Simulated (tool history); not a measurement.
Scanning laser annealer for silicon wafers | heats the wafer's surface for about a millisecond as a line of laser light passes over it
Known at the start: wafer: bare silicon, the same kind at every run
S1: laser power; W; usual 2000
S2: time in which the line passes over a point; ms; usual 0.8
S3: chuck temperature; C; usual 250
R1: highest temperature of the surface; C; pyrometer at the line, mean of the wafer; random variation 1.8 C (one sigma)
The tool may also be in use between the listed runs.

run   hour    S1     S2   S3    R1
  1      0  2000    0.8  250   988
  2     56  2000    0.8  250   984
  3   91.4  2000    0.8  250   983
  4  127.3  2000    0.8  250   981
     174.9  -- optics aligned, line set to its width
  5  184.4  2000  0.825  250   988
  6  232.6  2000  0.825  250   987
  7  269.6  2081    0.8  250  1006
  8  323.8  2109  0.728  250   982
     364.2  -- optics aligned, line set to its width, once more
  9  364.2  2074  0.826  217   995
 10    390  2074  0.826  217   995
 11  437.4  2000    0.8  240   977
 12  474.6  2000  0.632  231   894
     494.5  -- window over the wafer cleaned
 13  507.9  2006  0.581  231   901
 14  539.3  2006  0.581  231   902

Hidden state or all else? Some run-to-run changes of R1, split into what the settings, what came in and random variation would give without the hidden state, and what is left for the hidden state (with any gauge scatter that isn't in both results):
The hidden state here: light that passes the window, % of a clean one's; laser's true power over the reading, %; width of the line over the set one, %; drift of the gauge itself on peak_c, C.
Run 11 -> 12: S2 0.8 -> 0.632, S3 240 -> 231. R1 -83 C: hidden state +3, all else -86.
Run 12 -> 13: S1 2000 -> 2006, S2 0.632 -> 0.581, window over the wafer cleaned. R1 +7 C: hidden state +30, all else -23.
